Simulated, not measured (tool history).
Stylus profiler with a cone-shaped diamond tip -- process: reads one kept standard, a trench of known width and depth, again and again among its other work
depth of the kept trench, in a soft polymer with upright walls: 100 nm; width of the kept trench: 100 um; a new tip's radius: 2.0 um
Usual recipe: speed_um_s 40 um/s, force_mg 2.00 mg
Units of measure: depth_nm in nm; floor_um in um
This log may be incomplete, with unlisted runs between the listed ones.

{"run": 1, "hour": 0.0, "speed_um_s": 40, "force_mg": 2.0, "depth_nm": 100.92, "floor_um": 98.57}
{"run": 2, "hour": 15.8, "speed_um_s": 40, "force_mg": 2.0, "depth_nm": 100.94, "floor_um": 98.53}
{"run": 3, "hour": 28.8, "speed_um_s": 40, "force_mg": 2.0, "depth_nm": 100.98, "floor_um": 98.56}
{"run": 4, "hour": 35.8, "speed_um_s": 40, "force_mg": 2.0, "depth_nm": 100.92, "floor_um": 98.56}
{"run": 5, "hour": 46.3, "speed_um_s": 40, "force_mg": 2.0, "depth_nm": 100.95, "floor_um": 98.55}
{"run": 6, "hour": 56.9, "speed_um_s": 40, "force_mg": 2.0, "depth_nm": 100.94, "floor_um": 98.62}
{"run": 7, "hour": 72.9, "speed_um_s": 40, "force_mg": 2.0, "depth_nm": 100.94, "floor_um": 98.52}
{"run": 8, "hour": 86.2, "speed_um_s": 40, "force_mg": 2.0, "depth_nm": 100.92, "floor_um": 98.55}
{"run": 9, "hour": 97.9, "speed_um_s": 40, "force_mg": 2.0, "depth_nm": 100.95, "floor_um": 98.56}
{"run": 10, "hour": 112.1, "speed_um_s": 75, "force_mg": 2.92, "depth_nm": 101.13, "floor_um": 98.52}
{"run": 11, "hour": 120.9, "speed_um_s": 40, "force_mg": 2.72, "depth_nm": 101.12, "floor_um": 98.52}
{"run": 12, "hour": 133.0, "speed_um_s": 40, "force_mg": 2.72, "depth_nm": 101.11, "floor_um": 98.53}
{"run": 13, "hour": 142.7, "speed_um_s": 54, "force_mg": 0.72, "depth_nm": 100.53, "floor_um": 98.32}
{"run": 14, "hour": 151.8, "speed_um_s": 16, "force_mg": 1.61, "depth_nm": 100.8, "floor_um": 98.6}
{"run": 15, "hour": 162.1, "speed_um_s": 16, "force_mg": 1.61, "depth_nm": 100.84, "floor_um": 98.56}
{"run": 16, "hour": 174.0, "speed_um_s": 18, "force_mg": 0.71, "depth_nm": 100.54, "floor_um": 98.56}
{"run": 17, "hour": 188.6, "speed_um_s": 38, "force_mg": 1.4, "depth_nm": 100.75, "floor_um": 98.49}

Hidden state or all else? Some run-to-run changes of depth_nm, split into what the settings, what came in and random variation would give without the hidden state, and what is left for the hidden state (with any gauge scatter that isn't in both results):
What the log doesn't record here: radius of the tip, um; height scale over the true one, %; drift of the gauge itself on depth_nm, %; drift of the gauge itself on floor_um, %.
Run 1 -> 2: no setting changed, nothing entered. depth_nm +0.02 nm: hidden state +0.01, all else +0.01.
Run 12 -> 13: speed_um_s 40 -> 54, force_mg 2.72 -> 0.72. depth_nm -0.58 nm: hidden state +0.00, all else -0.58.
